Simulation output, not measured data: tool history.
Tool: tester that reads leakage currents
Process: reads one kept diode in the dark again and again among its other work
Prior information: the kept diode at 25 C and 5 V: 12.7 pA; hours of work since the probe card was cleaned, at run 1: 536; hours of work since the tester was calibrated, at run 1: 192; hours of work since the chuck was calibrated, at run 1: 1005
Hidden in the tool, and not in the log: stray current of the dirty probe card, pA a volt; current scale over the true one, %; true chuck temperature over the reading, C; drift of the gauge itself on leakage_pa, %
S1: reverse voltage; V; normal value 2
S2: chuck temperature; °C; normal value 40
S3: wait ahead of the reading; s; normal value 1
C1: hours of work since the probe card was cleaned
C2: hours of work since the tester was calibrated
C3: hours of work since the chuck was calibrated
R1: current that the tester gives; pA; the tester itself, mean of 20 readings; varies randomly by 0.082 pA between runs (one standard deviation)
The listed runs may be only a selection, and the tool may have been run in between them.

{"run": 1, "hour": 0.0, "S1": 2, "S2": 40, "S3": 1, "C1": 536, "C2": 192, "C3": 1005, "R1": 21.58}
{"run": 2, "hour": 22.1, "S1": 2, "S2": 40, "S3": 1, "C1": 548, "C2": 204, "C3": 1017, "R1": 21.5}
{"run": 3, "hour": 57.9, "S1": 2, "S2": 40, "S3": 2.27, "C1": 567, "C2": 223, "C3": 1035, "R1": 21.33}
{"run": 4, "hour": 101.7, "S1": 2, "S2": 40, "S3": 0.34, "C1": 590, "C2": 246, "C3": 1059, "R1": 22.01}
{"run": 5, "hour": 120.0, "S1": 2, "S2": 40, "S3": 0.34, "C1": 599, "C2": 256, "C3": 1068, "R1": 22.02}
{"run": 6, "hour": 145.3, "S1": 2, "S2": 40, "S3": 0.34, "C1": 613, "C2": 269, "C3": 1082, "R1": 21.9}
{"run": 7, "hour": 171.0, "S1": 2, "S2": 40, "S3": 0.34, "C1": 626, "C2": 283, "C3": 1095, "R1": 22.02}
{"run": 8, "hour": 197.0, "S1": 2, "S2": 40, "S3": 0.34, "C1": 640, "C2": 296, "C3": 1109, "R1": 22.01}
{"run": 9, "hour": 231.2, "S1": 2, "S2": 40, "S3": 0.34, "C1": 658, "C2": 314, "C3": 1127, "R1": 22.03}
{"run": 10, "hour": 266.6, "S1": 2, "S2": 40, "S3": 0.34, "C1": 677, "C2": 333, "C3": 1146, "R1": 21.97}
{"run": 11, "hour": 302.5, "S1": 9.02, "S2": 40, "S3": 1, "C1": 696, "C2": 352, "C3": 1165, "R1": 52.86}
{"run": 12, "hour": 334.0, "S1": 9.02, "S2": 40, "S3": 1, "C1": 712, "C2": 369, "C3": 1181, "R1": 53.3}
{"run": 13, "hour": 356.5, "S1": 9.02, "S2": 40, "S3": 1, "C1": 724, "C2": 381, "C3": 1193, "R1": 53.07}
{"run": 14, "hour": 395.8, "S1": 9.02, "S2": 40, "S3": 1, "C1": 745, "C2": 401, "C3": 1214, "R1": 53.38}
{"run": 15, "hour": 434.1, "S1": 9.02, "S2": 40, "S3": 1, "C1": 765, "C2": 422, "C3": 1234, "R1": 53.68}
{"run": 16, "hour": 452.2, "S1": 2, "S2": 47, "S3": 1, "C1": 775, "C2": 431, "C3": 1244, "R1": 32.9}
{"run": 17, "hour": 489.0, "S1": 2, "S2": 47, "S3": 1, "C1": 794, "C2": 451, "C3": 1263, "R1": 32.98}
{"run": 18, "hour": 513.9, "S1": 2, "S2": 47, "S3": 1, "C1": 808, "C2": 464, "C3": 1276, "R1": 32.98}
{"run": 19, "hour": 543.6, "S1": 2, "S2": 47, "S3": 1, "C1": 823, "C2": 480, "C3": 1292, "R1": 33}
{"run": 20, "hour": 567.0, "S1": 2, "S2": 40, "S3": 1, "C1": 836, "C2": 492, "C3": 1304, "R1": 21.64}
{"run": 21, "hour": 594.1, "S1": 9.46, "S2": 40, "S3": 0.82, "C1": 850, "C2": 506, "C3": 1319, "R1": 55.75}
{"run": 22, "hour": 619.7, "S1": 1.29, "S2": 27, "S3": 0.82, "C1": 863, "C2": 520, "C3": 1332, "R1": 7.51}
{"run": 23, "hour": 640.8, "S1": 2, "S2": 25, "S3": 4.24, "C1": 875, "C2": 531, "C3": 1343, "R1": 8.66}
{"run": 24, "hour": 682.9, "S1": 2, "S2": 25, "S3": 4.24, "C1": 897, "C2": 553, "C3": 1366, "R1": 8.69}
{"run": 25, "hour": 707.4, "S1": 11.12, "S2": 22, "S3": 0.31, "C1": 910, "C2": 566, "C3": 1379, "R1": 28.52}
{"run": 26, "hour": 748.4, "S1": 1.19, "S2": 27, "S3": 7.27, "C1": 932, "C2": 588, "C3": 1400, "R1": 7.13}
{"run": 27, "hour": 777.2, "S1": 7.68, "S2": 24, "S3": 3.37, "C1": 947, "C2": 603, "C3": 1416, "R1": 20.81}
{"run": 28, "hour": 809.5, "S1": 18.92, "S2": 31, "S3": 0.43, "C1": 964, "C2": 620, "C3": 1433, "R1": 60.34}
{"run": 29, "hour": 848.0, "S1": 3.42, "S2": 31, "S3": 1.35, "C1": 984, "C2": 640, "C3": 1453, "R1": 17.82}
{"run": 30, "hour": 865.9, "S1": 3.42, "S2": 21, "S3": 3.96, "C1": 994, "C2": 650, "C3": 1462, "R1": 10.32}
{"run": 31, "hour": 895.9, "S1": 3.42, "S2": 21, "S3": 0.31, "C1": 1009, "C2": 666, "C3": 1478, "R1": 11.55}
{"run": 32, "hour": 918.0, "S1": 3.42, "S2": 21, "S3": 0.31, "C1": 1021, "C2": 677, "C3": 1490, "R1": 11.62}
{"run": 33, "hour": 959.4, "S1": 3.42, "S2": 21, "S3": 0.31, "C1": 1043, "C2": 699, "C3": 1512, "R1": 11.68}
{"run": 34, "hour": 987.8, "S1": 2, "S2": 30, "S3": 4.12, "C1": 1058, "C2": 714, "C3": 1527, "R1": 11.87}
{"run": 35, "hour": 1013.2, "S1": 12.1, "S2": 30, "S3": 6.9, "C1": 1071, "C2": 728, "C3": 1540, "R1": 39.08}
{"run": 36, "hour": 1035.4, "S1": 11.31, "S2": 34, "S3": 4.27, "C1": 1083, "C2": 739, "C3": 1552, "R1": 45.86}
{"run": 37, "hour": 1061.8, "S1": 8.81, "S2": 50, "S3": 2.53, "C1": 1097, "C2": 753, "C3": 1566, "R1": 94.04}
{"run": 38, "hour": 1082.0, "S1": 8.81, "S2": 50, "S3": 3.01, "C1": 1108, "C2": 764, "C3": 1577, "R1": 93.35}
{"run": 39, "hour": 1108.9, "S1": 8.81, "S2": 50, "S3": 3.01, "C1": 1122, "C2": 778, "C3": 1591, "R1": 94.08}
{"run": 40, "hour": 1150.0, "S1": 8.81, "S2": 50, "S3": 3.01, "C1": 1144, "C2": 800, "C3": 1613, "R1": 93.99}

3 ways to go on from here, each from the tool as it stands after run 40. What would each give?
{"run": "A", "hour": 1181.0, "S1": 2.06, "S2": 24, "S3": 3.01, "C1": 1160, "C2": 816, "C3": 1629, "R1": "?"}
{"run": "B", "hour": 1181.0, "S1": 2, "S2": 40, "S3": 0.54, "C1": 1160, "C2": 816, "C3": 1629, "R1": "?"}
{"run": "C", "hour": 1181.0, "S1": 3.2, "S2": 53, "S3": 4.27, "C1": 1160, "C2": 816, "C3": 1629, "R1": "?"}

run=A R1=8.77
run=B R1=21.96
run=C R1=61.12
Without the tool's hidden state the same runs would have given:
run=A R1=7.32
run=B R1=21.9
run=C R1=63.39
